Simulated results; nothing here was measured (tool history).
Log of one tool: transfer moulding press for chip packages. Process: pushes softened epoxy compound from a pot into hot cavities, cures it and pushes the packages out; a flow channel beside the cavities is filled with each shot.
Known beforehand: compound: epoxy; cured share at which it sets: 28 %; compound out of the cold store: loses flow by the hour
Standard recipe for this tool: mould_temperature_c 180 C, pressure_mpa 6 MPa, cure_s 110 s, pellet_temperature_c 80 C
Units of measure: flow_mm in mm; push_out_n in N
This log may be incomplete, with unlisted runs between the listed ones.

run	hour	mould_temperature_c	pressure_mpa	cure_s	pellet_temperature_c	incoming compound's hours out of the cold store	flow_mm	push_out_n
1	0	180	6	110	80	12.9	654	511
2	10.9	180	6	134	80	16	633	434
3	23.8	180	6	110	80	21	624	512
# hour 32.3: cavities cleaned with cleaning compound and waxed
4	38.7	180	6	110	80	41.8	567	500
5	60.9	180	6	110	80	32.6	588	503
6	82.1	180	4.55	110	80	20	547	514
7	99.3	180	6	110	80	39.1	570	496
8	110.9	180	6	110	80	33.1	586	518
# hour 129.7: cavities cleaned with cleaning compound and waxed
9	130	180	6	110	80	8.6	668	528
10	145.6	180	6	110	80	35.4	583	491
11	166.8	180	6	110	80	34.7	586	509
12	188	180	6	123	80	33.7	585	450
# hour 198.1: plunger's sealing rings changed
13	209.9	180	6	102	80	12.3	651	603
14	219.6	180	6	102	80	27.9	603	586
# hour 229.4: cavities cleaned with cleaning compound and waxed
15	243	180	6	102	80	22.7	620	587
16	264.2	180	6	102	84	26	609	583
17	276.8	179	6	108	80	9.9	663	590
18	289.6	173	4.53	127	80	32.2	528	597
19	305.4	173	4.53	94	87	26	542	1185
# hour 317.9: mould's thermocouples calibrated
# hour 328.4: cavities cleaned with cleaning compound and waxed
20	328.9	173	4.53	94	89	29.6	538	1130
21	348.4	173	4.53	94	89	25.9	550	1169
22	366.8	173	4.53	94	89	18.5	569	1177
23	387.4	175	6.03	101	89	41.5	579	792
24	409.7	180	6	107	72	12.8	654	547
# hour 425.6: cavities cleaned with cleaning compound and waxed
25	426.2	180	6	107	72	20.7	622	568
26	438.2	180	6.04	136	80	28.1	605	410
27	457.5	182	5.01	137	80	19.5	574	413
28	477.4	182	5.01	137	80	35.4	530	403
29	499.3	182	5.01	137	80	13	582	414

Predict each of these 4 candidate next runs independently; none follows another, all start after run 29:
A	515.7	180	5.67	110	80	18.7	?	?
B	515.7	181	5.01	137	75	29.7	?	?
C	515.7	182	5.84	112	86	21.5	?	?
D	515.7	182	5.01	114	80	28.4	?	?

run	flow_mm	push_out_n
A	618	505
B	545	413
C	603	444
D	545	451
Without the tool's hidden state the same runs would have given:
run	flow_mm	push_out_n
A	618	496
B	546	406
C	603	436
D	545	443
